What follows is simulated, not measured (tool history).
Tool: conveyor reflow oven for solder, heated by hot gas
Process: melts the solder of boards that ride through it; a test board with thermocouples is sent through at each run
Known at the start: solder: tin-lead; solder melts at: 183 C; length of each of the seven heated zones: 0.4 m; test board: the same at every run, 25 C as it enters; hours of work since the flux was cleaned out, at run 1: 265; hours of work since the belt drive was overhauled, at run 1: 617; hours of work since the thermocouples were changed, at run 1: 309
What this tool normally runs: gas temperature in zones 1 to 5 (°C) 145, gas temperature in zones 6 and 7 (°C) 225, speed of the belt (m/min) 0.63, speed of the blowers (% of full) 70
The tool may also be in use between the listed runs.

run,day,gas temperature in zones 1 to 5 (°C),gas temperature in zones 6 and 7 (°C),speed of the belt (m/min),speed of the blowers (% of full),hours of work since the flux was cleaned out,hours of work since the belt drive was overhauled,hours of work since the thermocouples were changed,highest temperature of the board (°C),time above the solder's melting point (s)
1,0,145,225,0.63,70,265,617,309,209,52.4
2,2.879,145,225,0.63,70,318,670,362,208.9,52.2
3,4.204,145,225,0.63,70,342,694,386,208.8,52
4,5.908,145,230,0.63,70,373,726,417,212.8,55.9
5,8.679,145,230,0.63,70,424,776,468,212.7,56.1
6,10.467,145,225,0.63,70,457,809,500,208.8,52.2
# day 12.575: flux residue cleaned out of gas plates and filters
7,13.6,145,225,0.63,70,19,863,554,210.6,54.3
8,16.562,145,225,0.63,70,73,917,608,210.5,54.8
9,18.571,149,225,0.63,70,110,954,645,211.5,56.9
10,19.917,145,234,0.63,70,134,978,670,218.2,60.5
# day 20.529: thermocouples of zones 6 and 7 changed
11,22.375,145,234,0.63,70,178,1022,34,215.8,59
12,24.342,145,225,0.63,70,214,1058,70,208.5,52.4
13,25.621,145,225,0.63,70,237,1081,93,208.6,52.9
14,28.062,145,225,0.63,70,282,1126,138,208.4,52.7
# day 28.433: belt drive overhauled, speed set with a stopwatch
15,29.579,145,225,0.63,70,307,21,163,207.7,50.2
16,31.696,145,225,0.63,70,346,60,201,207.7,50.1
17,33.254,151,225,0.738,70,374,88,230,204.1,39.8
18,34.804,145,225,0.619,70,402,117,258,208,52
19,37.758,145,226,0.681,79,457,171,312,207.7,46.3
# day 39.942: flux residue cleaned out of gas plates and filters
20,40.817,145,233,0.52,79,16,223,365,223.3,78
21,42.438,145,225,0.673,70,46,253,394,207.6,46.9
22,45.396,145,233,0.579,53,100,307,448,214.1,61.6
23,46.654,152,233,0.708,53,123,330,471,208.5,46.4
24,49.071,152,233,0.709,53,167,374,516,208.5,46.3
25,51.446,152,233,0.598,87,211,418,559,221.8,70
26,53.325,152,233,0.598,87,245,452,594,221.9,69.9
27,55.95,150,225,0.63,51,293,500,642,205.7,48.8
# day 58.162: thermocouples of zones 6 and 7 changed
28,58.554,146,219,0.63,51,339,546,7,197.8,37
29,61.362,146,219,0.63,51,391,598,59,197.9,36.5

Branching from run 29: 3 alternative next runs. What would each branch give?
A,63.946,139,225,0.568,70,438,645,106,?,?
B,63.946,145,216,0.63,74,438,645,106,?,?
C,63.946,146,233,0.643,51,438,645,106,?,?

run,highest temperature of the board (°C),time above the solder's melting point (s)
A,208.9,55.8
B,200.6,42.3
C,207.6,48.3
With the hidden condition removed and each run's random variation left untouched, the same runs would have given:
run,highest temperature of the board (°C),time above the solder's melting point (s)
A,210.4,57.2
B,202,44.3
C,209.1,49.6
